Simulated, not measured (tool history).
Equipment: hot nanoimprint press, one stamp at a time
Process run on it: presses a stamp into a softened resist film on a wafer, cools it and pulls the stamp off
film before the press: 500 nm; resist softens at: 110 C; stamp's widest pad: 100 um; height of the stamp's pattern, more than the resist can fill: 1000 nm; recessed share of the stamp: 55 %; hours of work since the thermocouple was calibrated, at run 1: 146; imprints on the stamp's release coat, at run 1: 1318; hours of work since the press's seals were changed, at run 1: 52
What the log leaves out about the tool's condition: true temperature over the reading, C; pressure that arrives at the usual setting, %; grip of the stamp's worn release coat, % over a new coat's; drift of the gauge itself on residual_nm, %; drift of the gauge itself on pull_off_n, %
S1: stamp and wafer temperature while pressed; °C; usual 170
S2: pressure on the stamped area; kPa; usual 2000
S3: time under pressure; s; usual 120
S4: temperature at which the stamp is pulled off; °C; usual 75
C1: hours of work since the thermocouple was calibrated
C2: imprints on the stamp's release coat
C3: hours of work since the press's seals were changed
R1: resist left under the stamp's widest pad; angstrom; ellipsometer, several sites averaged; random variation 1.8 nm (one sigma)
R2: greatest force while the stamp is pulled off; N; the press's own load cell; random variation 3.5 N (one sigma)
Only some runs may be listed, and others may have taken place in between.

run	hour	S1	S2	S3	S4	C1	C2	C3	R1	R2
1	0.0	170	2000	120	75	146	1318	52	2902	207
2	59.1	170	2000	120	75	174	1505	79	2922	220
# hour 95.4: stamp cleaned and given a new release coat
3	96.9	170	1840	120	75	189	5	94	2995	184
4	151.7	170	1300	120	75	214	179	120	3338	180
5	206.2	170	1300	120	75	240	351	145	3377	193
6	235.6	170	1300	120	75	254	444	159	3397	201
7	274.2	170	1300	120	75	272	567	177	3399	191
8	322.6	170	1300	120	75	294	720	200	3385	203
# hour 353.6: plate thermocouple calibrated
9	393.3	170	1300	120	75	19	935	232	3452	208
10	448.4	170	1300	120	75	44	1109	257	3467	214
11	501.2	170	2000	120	81	69	1277	282	3057	182
12	548.2	170	2000	182	75	91	1426	304	2654	219
13	575.6	170	2000	208	75	104	1513	317	2524	225
# hour 612.2: stamp cleaned and given a new release coat
14	631.3	170	2000	208	75	127	60	340	2548	190
# hour 656.6: plate thermocouple calibrated, once more
15	663.9	170	3190	208	75	3	154	354	1909	181
16	721.1	159	3190	148	83	30	335	381	3246	148
17	760.8	176	3190	73	83	49	461	399	2351	154
18	825.9	176	3190	73	83	79	667	430	2368	159
19	879.7	176	3190	73	83	104	838	455	2339	165
20	914.4	176	3190	73	83	121	948	471	2365	163
21	952.2	173	1730	73	66	138	1068	489	3256	237
22	1002.8	176	1920	174	75	162	1228	513	2129	205
23	1064.6	166	1660	207	78	191	1424	542	2980	201
24	1111.0	166	1690	140	61	213	1571	563	3328	289
# hour 1127.3: stamp cleaned and given a new release coat
25	1166.2	164	1690	140	61	236	123	586	3566	248
26	1223.8	165	2760	90	73	263	306	613	3367	206
27	1287.7	170	1880	120	78	293	508	643	3026	191
# hour 1322.4: plate thermocouple calibrated
28	1348.2	165	1460	120	75	12	691	670	3632	194
29	1393.2	165	1460	120	75	33	833	691	3642	184
30	1445.4	165	2310	120	75	58	999	716	3202	197

Some steps in R1, run to run, broken into two amounts with sign: the step expected even without the hidden condition (settings, incoming material, random variation), and the rest, left for the hidden condition together with whatever gauge scatter is not in both the measured and the hidden-condition-free result:
Run 8 -> 9: plate thermocouple calibrated. R1 +67 angstrom: hidden state +66, all else +1.
Run 14 -> 15: S2 2000 -> 3190, plate thermocouple calibrated, once more. R1 -639 angstrom: hidden state -200, all else -439.
Run 15 -> 16: S1 170 -> 159, S3 208 -> 148, S4 75 -> 83. R1 +1337 angstrom: hidden state +22, all else +1315.
Run 16 -> 17: S1 159 -> 176, S3 148 -> 73. R1 -895 angstrom: hidden state -1, all else -894.
Run 21 -> 22: S1 173 -> 176, S2 1730 -> 1920, S3 73 -> 174, S4 66 -> 75. R1 -1127 angstrom: hidden state +0, all else -1127.
Run 27 -> 28: S1 170 -> 165, S2 1880 -> 1460, S4 78 -> 75, plate thermocouple calibrated. R1 +606 angstrom: hidden state -136, all else +742.
